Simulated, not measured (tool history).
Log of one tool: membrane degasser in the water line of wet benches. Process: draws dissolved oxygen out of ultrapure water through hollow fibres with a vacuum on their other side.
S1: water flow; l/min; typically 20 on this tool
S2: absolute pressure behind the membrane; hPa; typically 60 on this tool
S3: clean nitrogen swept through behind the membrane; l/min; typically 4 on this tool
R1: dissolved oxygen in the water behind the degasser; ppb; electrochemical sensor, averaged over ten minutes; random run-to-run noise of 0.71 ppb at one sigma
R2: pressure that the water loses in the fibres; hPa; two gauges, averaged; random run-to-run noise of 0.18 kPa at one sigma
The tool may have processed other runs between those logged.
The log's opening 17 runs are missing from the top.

run,hour,S1,S2,S3,R1,R2
18,3216,14,60,3.65,38.9,215.4
19,3343.2,14,60,3.62,38.7,214.8
20,3560.2,14,60,3.62,39.5,213.8
21,3764.3,14,60,3.62,38.4,214.2
22,3966.7,22,60,8.33,55.9,333.9
23,4204.1,22,60,8.33,55.8,333
24,4413.9,22,60,8.33,55.5,336.7
25,4588.5,28,89.3,5.13,134.9,424.6
26,4735.8,16,94.6,5.13,65.1,243.7
27,4921.5,21,60,2.81,84.7,317.6
28,5051.6,25,70.3,11.65,69.2,377.2
# hour 5173.1: seals of the vacuum lines changed
29,5312,24,85.7,8.95,79.1,361.6
30,5581.9,28,71.6,4,128.6,420.8
31,5805,20,52.2,6.25,45.6,302.4
32,5973.1,20,52.2,6.25,45.5,301.8

Forecast each of these 3 alternatives for the next run:
A,6208.5,16,46.6,1.64,?,?
B,6208.5,30,62.3,6.25,?,?
C,6208.5,20,111.9,9.72,?,?

run,R1,R2
A,51.1,238.6
B,104.4,448.4
C,70.6,296.5
Stripped of hidden state, with their random variation kept, the same runs would have yielded:
run,R1,R2
A,51,247.9
B,104.3,465.8
C,70.5,308.1
